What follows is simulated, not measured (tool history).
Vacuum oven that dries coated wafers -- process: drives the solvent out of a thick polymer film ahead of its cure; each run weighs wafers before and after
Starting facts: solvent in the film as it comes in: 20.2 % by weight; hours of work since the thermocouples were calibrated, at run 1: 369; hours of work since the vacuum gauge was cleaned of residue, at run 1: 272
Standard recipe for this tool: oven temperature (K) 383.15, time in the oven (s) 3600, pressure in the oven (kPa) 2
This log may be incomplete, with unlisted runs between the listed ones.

| run | hour | oven temperature (K) | time in the oven (s) | pressure in the oven (kPa) | hours of work since the thermocouples were calibrated | hours of work since the vacuum gauge was cleaned of residue | solvent left in the film (%) |
|---|---|---|---|---|---|---|---|
| 1 | 0 | 383.15 | 3600 | 2 | 369 | 272 | 2.06 |
| 2 | 11.4 | 383.15 | 3600 | 2 | 375 | 279 | 2.11 |
| 3 | 21.6 | 383.15 | 3600 | 2 | 381 | 285 | 2.07 |
| 4 | 37.9 | 383.15 | 3600 | 2 | 390 | 294 | 2.05 |
| 5 | 46.1 | 383.15 | 3600 | 2 | 395 | 298 | 2.09 |
| 6 | 55.7 | 383.15 | 3600 | 2 | 400 | 304 | 2.07 |
| 7 | 65.8 | 383.15 | 3600 | 2 | 406 | 310 | 2.08 |
| 8 | 73.1 | 383.15 | 3600 | 2 | 410 | 314 | 2.05 |
| 9 | 88.8 | 383.15 | 3600 | 2 | 419 | 323 | 2.05 |
| 10 | 95.9 | 368.15 | 5400 | 1.46 | 423 | 327 | 3.19 |
| 11 | 107.4 | 368.15 | 3720 | 1.95 | 430 | 333 | 5.28 |
| 12 | 116.1 | 394.15 | 3600 | 1.08 | 435 | 338 | 0.63 |
| 13 | 128 | 394.15 | 3600 | 1.08 | 441 | 345 | 0.63 |

Consider 5 possible next runs. They are alternatives, not a sequence: every one starts from the tool as it was left by run 13. What does each give?
| A | 135.5 | 377.15 | 3600 | 5.62 | 446 | 349 | ? |
| B | 135.5 | 391.15 | 5700 | 2.87 | 446 | 349 | ? |
| C | 135.5 | 379.15 | 3600 | 2 | 446 | 349 | ? |
| D | 135.5 | 395.15 | 3300 | 1.95 | 446 | 349 | ? |
| E | 135.5 | 394.15 | 4740 | 1.08 | 446 | 349 | ? |

| run | solvent left in the film (%) |
|---|---|
| A | 5.05 |
| B | 1.09 |
| C | 2.76 |
| D | 0.97 |
| E | 0.45 |
Without the tool's unlogged condition, the same runs would have read:
| run | solvent left in the film (%) |
|---|---|
| A | 5.09 |
| B | 1.06 |
| C | 2.77 |
| D | 0.95 |
| E | 0.42 |
